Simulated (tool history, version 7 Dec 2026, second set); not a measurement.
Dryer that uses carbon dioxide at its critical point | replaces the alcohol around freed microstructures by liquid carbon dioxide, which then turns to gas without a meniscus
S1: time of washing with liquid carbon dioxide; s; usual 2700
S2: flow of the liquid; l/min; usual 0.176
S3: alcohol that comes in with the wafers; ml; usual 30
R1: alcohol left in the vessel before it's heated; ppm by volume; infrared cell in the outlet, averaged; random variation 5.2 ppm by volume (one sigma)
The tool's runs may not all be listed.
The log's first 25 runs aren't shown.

run   hour    S1     S2   S3    R1
 26  474.6  2460  0.154  115  1400
 27  489.8  2460  0.154  115  1424
 28  506.6  2460  0.154  115  1386
 29  531.6  1920  0.119  115  8312
 30  547.5  1920  0.119  115  8502
 31  571.9  2340  0.115   25  1219
 32  593.7  2340  0.115   25  1278
 33  608.6  3000  0.113   25   655
 34    623  2760  0.187   45   246
 35  646.3  2700  0.176   68   443
 36  669.5  3420  0.268   30   133
 37  682.3  2640  0.206   40   213
 38  696.6  2640  0.152   40   585
 39  719.6  2640  0.152   40   613
 40  732.4  2700  0.235   30   157
 41  746.7  2700  0.122   34  1091

The next listed run, before its measurement:
 42  757.9  2700  0.122  34   ?

Run 42 gave R1 1089 ppm by volume.
Without the tool's hidden state the same run would have given R1 608 ppm by volume.
